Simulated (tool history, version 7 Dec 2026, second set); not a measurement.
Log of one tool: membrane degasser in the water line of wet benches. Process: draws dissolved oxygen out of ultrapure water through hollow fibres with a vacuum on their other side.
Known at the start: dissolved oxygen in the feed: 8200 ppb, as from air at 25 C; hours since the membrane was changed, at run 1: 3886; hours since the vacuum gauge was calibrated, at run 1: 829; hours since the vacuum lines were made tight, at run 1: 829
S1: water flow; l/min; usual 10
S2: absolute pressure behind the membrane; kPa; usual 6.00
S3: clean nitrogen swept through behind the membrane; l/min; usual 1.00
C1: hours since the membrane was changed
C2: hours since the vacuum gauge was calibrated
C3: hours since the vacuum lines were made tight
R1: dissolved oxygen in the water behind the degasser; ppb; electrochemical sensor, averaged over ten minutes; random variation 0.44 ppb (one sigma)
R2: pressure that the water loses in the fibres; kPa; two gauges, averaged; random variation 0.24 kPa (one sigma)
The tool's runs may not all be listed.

run      day  S1     S2    S3     C1    C2    C3     R1      R2
  1    0.000  10   6.00  1.00   3886   829   829   76.2   66.59
  2    7.917  10  13.00  1.00   4076  1019  1019  236.5   66.09
  3   17.025  10   6.00  1.00   4295  1238  1238   76.5   66.42
  4   32.133  10   6.00  1.00   4658  1601  1601   76.7   66.87
  5   45.958  10   6.00  1.00   4990  1932  1932   77.6   66.48
  6   57.721  10   6.00  1.00   5272  2215  2215   77.2   67.08
  7   65.471  10   6.00  1.00   5458  2401  2401   78.1   66.86
  8   79.846  10   6.00  1.00   5803  2746  2746   77.9   67.28
  9   95.196  10   6.00  1.00   6171  3114  3114   79.0   67.45
 10  105.271  13   6.00  1.00   6413  3356  3356  104.5   87.74
 11  118.629  13   6.00  1.00   6734  3676  3676  105.6   87.61
 12  131.504  13   6.00  2.79   7043  3985  3985   51.1   87.59
 13  141.775  10   6.00  1.00   7289  4232  4232   79.4   67.62
 14  149.904  10   6.00  1.37   7484  4427  4427   62.6   67.99
 15  157.225  10   6.00  1.37   7660  4603  4603   61.9   67.39
     168.712  -- vacuum gauge calibrated
 16  170.479   6   6.00  1.00   7978    42  4920   45.5   40.53
 17  179.296   6   6.00  1.00   8189   254  5132   44.8   40.60
 18  191.871   6  10.05  0.73   8491   556  5434  140.2   41.50
 19  203.238  14   3.96  1.00   8764   829  5707   46.5   94.94
 20  216.350  14   3.96  1.00   9078  1143  6021   46.7   95.39
 21  227.129  10   5.40  1.70   9337  1402  6280   42.6   68.18
 22  239.133  10   5.40  1.70   9625  1690  6568   43.1   68.07
 23  251.496  10   5.40  1.70   9922  1987  6865   42.9   68.28
 24  258.033  10   5.40  1.70  10079  2144  7022   43.1   68.14
     268.583  -- seals of the vacuum lines changed
 25  272.650  10   5.40  0.81  10428  2493    98   74.2   68.39
 26  280.033  10   5.40  0.81  10605  2670   275   74.5   68.48
 27  287.200  10   7.43  1.00  10777  2842   447  111.4   68.28
 28  300.379  15   6.48  0.53  11093  3158   763  222.8  102.89
 29  310.683  15   6.48  0.53  11340  3405  1010  222.2  102.98
     314.962  -- membrane cartridge changed
 30  319.142  15   6.48  0.53    100  3604  1209  215.5   98.56
 31  326.908  12   9.40  0.53    287  3791  1396  312.7   78.20
 32  337.067  10   8.97  2.13    530  4035  1640   75.3   65.62

3 ways to go on from here, each from the tool as it stands after run 32. What would each give?
  A  346.412  10  7.84  1.00  755  4259  1864   ?   ?
  B  346.412  10  8.97  1.88  755  4259  1864   ?   ?
  C  346.412   7  6.68  2.47  755  4259  1864   ?   ?

run     R1     R2
  A  119.2  65.31
  B   83.2  65.47
  C   28.4  46.16
Without the tool's hidden state the same runs would have given:
run     R1     R2
  A  116.6  65.09
  B   81.4  65.24
  C   27.5  46.00

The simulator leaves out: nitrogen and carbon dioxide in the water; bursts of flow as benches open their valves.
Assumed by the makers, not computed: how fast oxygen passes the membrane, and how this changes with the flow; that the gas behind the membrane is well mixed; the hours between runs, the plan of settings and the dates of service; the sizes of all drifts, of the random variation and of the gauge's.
